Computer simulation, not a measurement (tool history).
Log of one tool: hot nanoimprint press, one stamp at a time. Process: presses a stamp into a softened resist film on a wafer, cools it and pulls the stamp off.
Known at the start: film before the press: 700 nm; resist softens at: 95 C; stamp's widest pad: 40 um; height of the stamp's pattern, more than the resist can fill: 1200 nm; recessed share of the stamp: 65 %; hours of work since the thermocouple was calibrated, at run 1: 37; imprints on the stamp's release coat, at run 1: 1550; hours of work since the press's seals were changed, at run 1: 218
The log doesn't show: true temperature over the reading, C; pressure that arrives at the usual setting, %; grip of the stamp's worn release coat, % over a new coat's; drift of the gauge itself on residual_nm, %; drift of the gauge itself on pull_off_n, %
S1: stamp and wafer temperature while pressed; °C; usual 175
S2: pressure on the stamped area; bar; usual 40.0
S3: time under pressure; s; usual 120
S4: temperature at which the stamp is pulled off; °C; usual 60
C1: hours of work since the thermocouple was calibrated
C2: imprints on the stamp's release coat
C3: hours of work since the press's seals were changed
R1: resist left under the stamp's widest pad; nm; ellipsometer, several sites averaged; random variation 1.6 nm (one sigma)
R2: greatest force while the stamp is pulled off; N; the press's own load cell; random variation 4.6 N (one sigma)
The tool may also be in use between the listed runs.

Run 1, hour 0.0: usual settings; C1 37; C2 1550; C3 218. Result: R1 262.3 nm, R2 320 N.
Run 2, hour 19.8: usual settings; C1 45; C2 1602; C3 226. Result: R1 260.3 nm, R2 320 N.
Run 3, hour 32.3: usual settings; C1 50; C2 1635; C3 231. Result: R1 260.8 nm, R2 318 N.
Run 4, hour 52.7: usual settings; C1 58; C2 1688; C3 239. Result: R1 259.4 nm, R2 326 N.
Run 5, hour 63.9: usual settings; C1 63; C2 1717; C3 243. Result: R1 262.5 nm, R2 332 N.
Run 6, hour 81.1: usual settings; C1 70; C2 1762; C3 250. Result: R1 265.2 nm, R2 327 N.
Run 7, hour 96.2: usual settings but S2 33.0 bar; C1 76; C2 1801; C3 257. Result: R1 284.6 nm, R2 337 N.
Run 8, hour 108.8: usual settings but S1 165 °C; C1 81; C2 1834; C3 262. Result: R1 367.1 nm, R2 330 N.
Run 9, hour 118.3: usual settings but S1 165 °C; C1 85; C2 1859; C3 266. Result: R1 366.9 nm, R2 336 N.
At hour 127.9: stamp cleaned and given a new release coat.
Run 10, hour 133.5: usual settings but S1 165 °C; C1 88; C2 15; C3 269. Result: R1 366.5 nm, R2 229 N.
Run 11, hour 144.8: usual settings but S1 165 °C; C1 93; C2 44; C3 274. Result: R1 369.9 nm, R2 225 N.
Run 12, hour 164.3: usual settings; C1 101; C2 95; C3 282. Result: R1 264.4 nm, R2 243 N.
Run 13, hour 177.9: usual settings; C1 106; C2 130; C3 287. Result: R1 263.6 nm, R2 237 N.
Run 14, hour 193.0: usual settings; C1 112; C2 169; C3 293. Result: R1 262.4 nm, R2 246 N.
Run 15, hour 205.5: usual settings; C1 118; C2 202; C3 298. Result: R1 261.7 nm, R2 235 N.
Run 16, hour 221.5: usual settings but S1 182 °C, S2 32.2 bar, S3 67 s, S4 66 °C; C1 124; C2 244; C3 305. Result: R1 291.7 nm, R2 204 N.
Run 17, hour 240.7: usual settings but S1 182 °C, S2 32.2 bar, S3 67 s, S4 66 °C; C1 132; C2 294; C3 313. Result: R1 289.6 nm, R2 206 N.
Run 18, hour 250.6: usual settings but S1 182 °C, S2 32.2 bar, S3 67 s, S4 66 °C; C1 136; C2 320; C3 317. Result: R1 292.6 nm, R2 218 N.
Run 19, hour 271.3: usual settings but S1 172 °C, S2 61.4 bar, S4 59 °C; C1 144; C2 373; C3 325. Result: R1 239.7 nm, R2 257 N.
Run 20, hour 283.4: usual settings but S2 52.1 bar, S3 79 s; C1 149; C2 405; C3 330. Result: R1 277.2 nm, R2 251 N.
Run 21, hour 293.3: usual settings but S1 179 °C, S3 184 s; C1 153; C2 431; C3 334. Result: R1 193.0 nm, R2 256 N.
Run 22, hour 307.0: usual settings but S1 179 °C, S3 184 s; C1 159; C2 466; C3 340. Result: R1 189.6 nm, R2 259 N.
Run 23, hour 328.3: usual settings but S1 179 °C, S3 184 s; C1 167; C2 522; C3 348. Result: R1 192.5 nm, R2 258 N.
Run 24, hour 341.7: usual settings but S2 34.0 bar, S3 137 s, S4 59 °C; C1 173; C2 557; C3 354. Result: R1 269.4 nm, R2 273 N.
Run 25, hour 354.2: usual settings but S1 165 °C, S2 30.4 bar, S3 87 s, S4 56 °C; C1 178; C2 589; C3 359. Result: R1 454.0 nm, R2 283 N.
Run 26, hour 371.0: usual settings but S2 34.6 bar, S4 59 °C; C1 185; C2 633; C3 365. Result: R1 279.4 nm, R2 267 N.
Run 27, hour 383.3: usual settings but S2 61.7 bar, S4 49 °C; C1 190; C2 665; C3 370. Result: R1 215.6 nm, R2 335 N.
Run 28, hour 395.8: usual settings but S2 27.9 bar, S3 67 s; C1 195; C2 698; C3 375. Result: R1 384.5 nm, R2 272 N.
Run 29, hour 406.1: usual settings but S1 164 °C, S2 31.6 bar, S3 191 s, S4 50 °C; C1 199; C2 725; C3 380. Result: R1 361.6 nm, R2 339 N.

3 ways to go on from here, each from the tool as it stands after run 29. What would each give?
Run A, hour 416.0: usual settings but S1 164 °C, S2 31.6 bar, S3 191 s, S4 47 °C; C1 203; C2 750; C3 384. Result: R1 ?, R2 ?.
Run B, hour 416.0: usual settings but S1 164 °C, S2 32.2 bar, S3 191 s, S4 50 °C; C1 203; C2 750; C3 384. Result: R1 ?, R2 ?.
Run C, hour 416.0: usual settings but S1 184 °C; C1 203; C2 750; C3 384. Result: R1 ?, R2 ?.

run     R1   R2
  A  357.1  354
  B  360.3  332
  C  195.4  278
Without the tool's hidden state the same runs would have given:
run     R1   R2
  A  345.1  293
  B  348.1  275
  C  188.7  230

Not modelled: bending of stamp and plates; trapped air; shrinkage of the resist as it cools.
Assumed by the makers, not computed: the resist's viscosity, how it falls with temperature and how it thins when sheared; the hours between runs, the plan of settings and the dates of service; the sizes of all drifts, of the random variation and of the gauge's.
